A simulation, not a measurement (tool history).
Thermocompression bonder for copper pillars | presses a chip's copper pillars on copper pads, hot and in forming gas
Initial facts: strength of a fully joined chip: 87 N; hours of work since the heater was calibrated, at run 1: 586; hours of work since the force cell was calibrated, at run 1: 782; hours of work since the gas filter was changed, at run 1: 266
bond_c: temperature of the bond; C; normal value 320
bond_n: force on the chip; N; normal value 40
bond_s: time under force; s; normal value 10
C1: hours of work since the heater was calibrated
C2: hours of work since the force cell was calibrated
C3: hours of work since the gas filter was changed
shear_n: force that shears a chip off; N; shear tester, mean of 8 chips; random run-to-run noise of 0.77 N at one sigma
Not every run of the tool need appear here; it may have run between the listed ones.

Run 1, day 0.000: usual settings; C1 586; C2 782; C3 266. Result: shear_n 57.3 N.
Run 2, day 0.954: usual settings; C1 597; C2 793; C3 277. Result: shear_n 56.6 N.
Run 3, day 1.808: usual settings; C1 607; C2 803; C3 287. Result: shear_n 56.7 N.
At day 2.133: force cell calibrated.
Run 4, day 2.525: usual settings; C1 614; C2 5; C3 295. Result: shear_n 55.2 N.
Run 5, day 3.467: usual settings; C1 625; C2 15; C3 306. Result: shear_n 54.5 N.
Run 6, day 4.808: usual settings; C1 641; C2 31; C3 321. Result: shear_n 55.0 N.
At day 4.950: forming gas filter changed.
Run 7, day 5.750: usual settings; C1 651; C2 42; C3 9. Result: shear_n 60.5 N.
Run 8, day 6.825: usual settings; C1 664; C2 54; C3 22. Result: shear_n 60.2 N.
Run 9, day 7.546: usual settings; C1 672; C2 62; C3 30. Result: shear_n 60.9 N.
Run 10, day 8.421: usual settings; C1 682; C2 72; C3 40. Result: shear_n 61.5 N.
Run 11, day 9.783: usual settings; C1 698; C2 88; C3 56. Result: shear_n 60.6 N.
Run 12, day 10.858: usual settings; C1 710; C2 101; C3 68. Result: shear_n 60.0 N.
Run 13, day 12.133: usual settings; C1 725; C2 115; C3 83. Result: shear_n 59.7 N.
Run 14, day 13.479: usual settings; C1 741; C2 131; C3 99. Result: shear_n 59.2 N.
Run 15, day 14.296: usual settings; C1 750; C2 140; C3 108. Result: shear_n 59.2 N.
Run 16, day 15.396: usual settings; C1 763; C2 153; C3 121. Result: shear_n 59.5 N.
Run 17, day 16.721: usual settings; C1 778; C2 168; C3 136. Result: shear_n 57.5 N.
Run 18, day 17.692: usual settings but bond_s 22 s; C1 789; C2 180; C3 147. Result: shear_n 69.6 N.
Run 19, day 18.683: usual settings but bond_s 22 s; C1 801; C2 191; C3 159. Result: shear_n 69.4 N.
Run 20, day 19.708: usual settings but bond_s 22 s; C1 813; C2 203; C3 171. Result: shear_n 68.6 N.
Run 21, day 20.712: usual settings but bond_n 55 N, bond_s 13 s; C1 824; C2 215; C3 182. Result: shear_n 69.2 N.

Run 22 has not been measured yet. What should we expect?
Run 22, day 21.383: usual settings but bond_n 55 N, bond_s 13 s; C1 832; C2 222; C3 190. Result: shear_n ?.

shear_n: 67.7 N
With the hidden condition absent and the run-to-run variation left alone, this run would have shown shear_n 69.4 N.

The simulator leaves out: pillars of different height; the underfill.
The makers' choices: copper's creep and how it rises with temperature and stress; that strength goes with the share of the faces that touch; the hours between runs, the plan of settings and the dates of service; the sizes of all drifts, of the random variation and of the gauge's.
